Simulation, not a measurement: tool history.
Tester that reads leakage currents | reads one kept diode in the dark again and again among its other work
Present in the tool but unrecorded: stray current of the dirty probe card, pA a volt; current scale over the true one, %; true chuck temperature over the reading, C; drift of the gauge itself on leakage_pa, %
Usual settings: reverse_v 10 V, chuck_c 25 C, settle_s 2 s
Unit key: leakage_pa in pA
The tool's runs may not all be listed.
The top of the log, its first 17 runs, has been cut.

run	hour	reverse_v	chuck_c	settle_s	hours of work since the probe card was cleaned	hours of work since the tester was calibrated	hours of work since the chuck was calibrated	leakage_pa
18	401	10	38	2	715	2115	1055	228.91
19	430.6	10	27	2	739	2138	1078	86.47
20	454.9	10	27	2	758	2158	1097	86.3
21	473.7	10	27	2	773	2172	1112	86.66
22	506.8	13.2	50	0.97	799	2199	1138	688
23	526.8	13.2	50	0.97	815	2214	1154	693.14
24	545.7	13.2	50	0.97	829	2229	1169	689.32
25	565.9	10	25	4.35	845	2245	1185	72.47
26	596.4	2.2	20	2	870	2269	1209	26.75
27	630.9	1	25	2	897	2297	1236	32.74
28	658.3	1	25	2	918	2318	1258	32.98
29	689.7	1.6	25	0.76	943	2343	1283	38.86
30	708.3	8.8	42	0.45	958	2358	1297	318.8
31	725.3	19.9	25	2	971	2371	1311	97.04
32	748.1	5.8	36	0.69	989	2389	1329	166.92
33	782.5	5.8	36	0.69	1016	2416	1356	167.13
34	817.7	1.6	25	2.06	1044	2444	1384	39.41
# hour 840.8: tester calibrated
35	853.3	10	38	8.65	1071	10	1410	233.46
36	881.2	4.3	38	0.41	1093	32	1432	178.49
37	906.5	17.5	30	4.38	1113	52	1452	142.85
38	933.3	17.5	32	1.4	1134	73	1473	173.82
39	957.3	17.5	32	1.4	1153	92	1492	173.19
40	976.9	2.4	49	1.91	1168	107	1508	364.89

4 options for the next run, each taken on its own from the tool as it stands now. Forecast them:
A	999.1	11.7	49	1.91	1186	125	1525	?
B	999.1	10	58	2	1186	125	1525	?
C	999.1	1.6	25	2	1186	125	1525	?
D	999.1	3.2	32	0.95	1186	125	1525	?

run	leakage_pa
A	626.65
B	1205.25
C	39.54
D	95.38
What these runs would have given with no unlogged condition in the tool:
run	leakage_pa
A	526.75
B	1023.99
C	32.2
D	78.54
